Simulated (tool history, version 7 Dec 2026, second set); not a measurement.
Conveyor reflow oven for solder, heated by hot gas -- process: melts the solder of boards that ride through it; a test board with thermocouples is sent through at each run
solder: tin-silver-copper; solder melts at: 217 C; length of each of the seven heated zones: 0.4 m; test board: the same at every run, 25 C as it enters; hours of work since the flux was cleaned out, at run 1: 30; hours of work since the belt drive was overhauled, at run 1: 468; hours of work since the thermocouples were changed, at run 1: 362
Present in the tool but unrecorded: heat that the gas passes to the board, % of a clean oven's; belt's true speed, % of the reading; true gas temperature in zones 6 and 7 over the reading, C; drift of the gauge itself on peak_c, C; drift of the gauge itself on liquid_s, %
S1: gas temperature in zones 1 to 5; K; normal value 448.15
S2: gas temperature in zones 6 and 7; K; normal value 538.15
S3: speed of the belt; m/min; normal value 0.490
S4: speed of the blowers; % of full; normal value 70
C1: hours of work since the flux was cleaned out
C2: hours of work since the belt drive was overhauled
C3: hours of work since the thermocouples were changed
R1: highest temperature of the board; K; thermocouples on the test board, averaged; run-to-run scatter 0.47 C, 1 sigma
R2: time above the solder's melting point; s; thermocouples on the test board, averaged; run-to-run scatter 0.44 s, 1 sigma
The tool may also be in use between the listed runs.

run,hour,S1,S2,S3,S4,C1,C2,C3,R1,R2
1,0.0,448.15,538.15,0.490,70,30,468,362,528.45,78.9
2,57.1,448.15,538.15,0.490,70,67,505,399,527.65,78.1
3,132.6,448.15,538.15,0.490,70,116,554,448,528.55,79.2
4,207.6,447.15,538.15,0.490,70,165,603,497,528.55,78.0
# hour 217.3: flux residue cleaned out of gas plates and filters
5,290.9,448.15,538.15,0.490,57,48,654,548,526.25,76.5
6,370.1,448.15,538.15,0.490,57,99,705,599,525.55,75.8
7,406.4,448.15,538.15,0.512,70,123,729,623,527.45,74.2
8,440.6,448.15,538.15,0.512,70,145,751,645,526.85,73.8
# hour 479.6: flux residue cleaned out of gas plates and filters
9,528.6,448.15,538.15,0.512,70,32,805,699,527.15,74.5
10,596.1,448.15,538.15,0.512,70,76,849,743,527.55,73.8
11,648.0,448.15,538.15,0.512,70,109,883,777,527.35,74.7
12,704.3,448.15,538.15,0.490,70,146,919,813,527.95,78.4
# hour 745.2: flux residue cleaned out of gas plates and filters
13,792.9,448.15,538.15,0.490,70,31,974,868,529.25,78.8
14,829.2,448.15,538.15,0.490,70,55,997,891,528.75,78.9
15,872.9,443.15,538.15,0.490,70,83,1026,920,528.05,75.6
16,955.8,443.15,553.15,0.586,70,137,1080,974,536.45,67.1
# hour 1005.5: flux residue cleaned out of gas plates and filters
17,1005.5,443.15,553.15,0.586,70,0,1109,1003,536.65,67.7
18,1079.5,448.15,546.15,0.490,70,48,1157,1051,535.85,83.7
# hour 1124.9: belt drive overhauled, speed set with a stopwatch
19,1129.1,448.15,546.15,0.490,70,78,3,1080,535.65,83.3
20,1168.1,436.15,538.15,0.490,54,103,28,1106,524.05,67.7
21,1234.3,436.15,538.15,0.490,54,146,71,1149,523.35,67.5
# hour 1273.4: flux residue cleaned out of gas plates and filters
22,1314.7,448.15,543.15,0.507,70,27,120,1198,532.95,77.9
23,1389.5,448.15,538.15,0.490,52,75,169,1246,523.95,73.8
24,1468.4,434.15,550.15,0.553,75,127,220,1298,535.35,67.6
# hour 1500.4: thermocouples of zones 6 and 7 changed
25,1505.9,434.15,550.15,0.553,75,150,243,4,535.45,68.8
# hour 1536.2: flux residue cleaned out of gas plates and filters
26,1559.9,448.15,542.15,0.539,53,15,275,35,525.85,67.3
27,1613.9,448.15,542.15,0.539,53,51,310,71,526.25,66.7
28,1657.7,459.15,528.15,0.543,70,79,339,99,519.45,67.6
29,1738.3,459.15,528.15,0.543,70,131,391,151,518.75,67.0

Alternative continuations, all from the tool just after run 29; predict every row:
# hour 1799.3: flux residue cleaned out of gas plates and filters
A,1805.9,448.15,539.15,0.490,60,4,432,192,?,?
# hour 1799.3: flux residue cleaned out of gas plates and filters
B,1805.9,437.15,528.15,0.449,52,4,432,192,?,?
# hour 1799.3: flux residue cleaned out of gas plates and filters
C,1805.9,454.15,526.15,0.490,70,4,432,192,?,?
# hour 1799.3: flux residue cleaned out of gas plates and filters
D,1805.9,459.15,546.15,0.467,70,4,432,192,?,?
# hour 1799.3: flux residue cleaned out of gas plates and filters
E,1805.9,438.15,528.15,0.419,71,4,432,192,?,?

run,R1,R2
A,527.65,76.9
B,515.95,67.3
C,517.35,73.1
D,538.05,94.9
E,521.65,84.4
Had the tool no hidden state, the same runs would have come out as:
run,R1,R2
A,527.75,76.9
B,515.95,67.3
C,517.35,73.1
D,538.15,94.8
E,521.65,84.4
